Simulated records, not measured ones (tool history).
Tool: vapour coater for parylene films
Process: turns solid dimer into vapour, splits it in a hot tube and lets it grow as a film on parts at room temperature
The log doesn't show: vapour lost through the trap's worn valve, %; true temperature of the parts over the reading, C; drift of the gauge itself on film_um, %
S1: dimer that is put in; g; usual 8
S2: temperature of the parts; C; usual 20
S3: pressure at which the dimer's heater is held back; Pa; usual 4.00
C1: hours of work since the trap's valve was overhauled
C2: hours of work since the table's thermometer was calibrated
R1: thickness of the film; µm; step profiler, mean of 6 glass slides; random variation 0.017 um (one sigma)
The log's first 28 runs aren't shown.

Run 29, day 31.733: usual settings but S1 12 g, S2 21 C, S3 5.89 Pa; C1 191; C2 1169. Result: R1 2.32 µm.
Run 30, day 33.054: usual settings but S2 15 C, S3 3.22 Pa; C1 211; C2 1189. Result: R1 2.07 µm.
Run 31, day 34.529: usual settings but S3 2.80 Pa; C1 234; C2 1211. Result: R1 1.82 µm.
Run 32, day 35.762: usual settings but S3 2.80 Pa; C1 252; C2 1230. Result: R1 1.76 µm.
Run 33, day 37.079: usual settings but S3 2.10 Pa; C1 272; C2 1250. Result: R1 1.85 µm.
Run 34, day 37.929: usual settings but S3 2.10 Pa; C1 285; C2 1263. Result: R1 1.85 µm.
Run 35, day 38.825: usual settings but S2 25 C, S3 10.20 Pa; C1 299; C2 1277. Result: R1 1.16 µm.
Run 36, day 40.175: usual settings but S2 25 C, S3 10.20 Pa; C1 319; C2 1297. Result: R1 1.16 µm.
Run 37, day 40.817: usual settings but S1 11 g, S2 23 C; C1 329; C2 1307. Result: R1 2.02 µm.
At day 41.750: trap's valve overhauled.
Run 38, day 42.508: usual settings but S2 23 C, S3 3.62 Pa; C1 11; C2 1330. Result: R1 1.65 µm.
Run 39, day 43.304: usual settings but S1 4 g, S2 14 C, S3 5.73 Pa; C1 24; C2 1342. Result: R1 1.00 µm.
Run 40, day 44.612: usual settings but S1 6 g, S2 25 C, S3 2.35 Pa; C1 43; C2 1362. Result: R1 1.24 µm.
Run 41, day 45.317: usual settings but S1 6 g, S2 25 C, S3 2.35 Pa; C1 54; C2 1373. Result: R1 1.23 µm.
Run 42, day 45.983: usual settings but S1 6 g, S2 25 C, S3 2.35 Pa; C1 64; C2 1383. Result: R1 1.25 µm.
Run 43, day 47.371: usual settings but S1 9 g, S2 25 C, S3 2.48 Pa; C1 85; C2 1404. Result: R1 1.83 µm.
Run 44, day 48.354: usual settings but S1 9 g, S2 25 C, S3 2.48 Pa; C1 100; C2 1419. Result: R1 1.80 µm.
Run 45, day 49.675: usual settings but S2 24 C, S3 9.32 Pa; C1 120; C2 1439. Result: R1 1.31 µm.
Run 46, day 50.875: usual settings but S1 12 g, S2 16 C, S3 4.17 Pa; C1 139; C2 1457. Result: R1 2.89 µm.

Forecast each of these 3 alternatives for the next run:
Run A, day 51.600: usual settings but S1 4 g, S2 24 C, S3 2.47 Pa; C1 150; C2 1468. Result: R1 ?.
Run B, day 51.600: usual settings but S1 4 g, S2 14 C, S3 3.83 Pa; C1 150; C2 1468. Result: R1 ?.
Run C, day 51.600: usual settings but S1 3 g, S2 21 C, S3 2.96 Pa; C1 150; C2 1468. Result: R1 ?.

run    R1
  A  0.81
  B  1.02
  C  0.66
Without the tool's hidden state the same runs would have given:
run    R1
  A  0.87
  B  1.11
  C  0.71
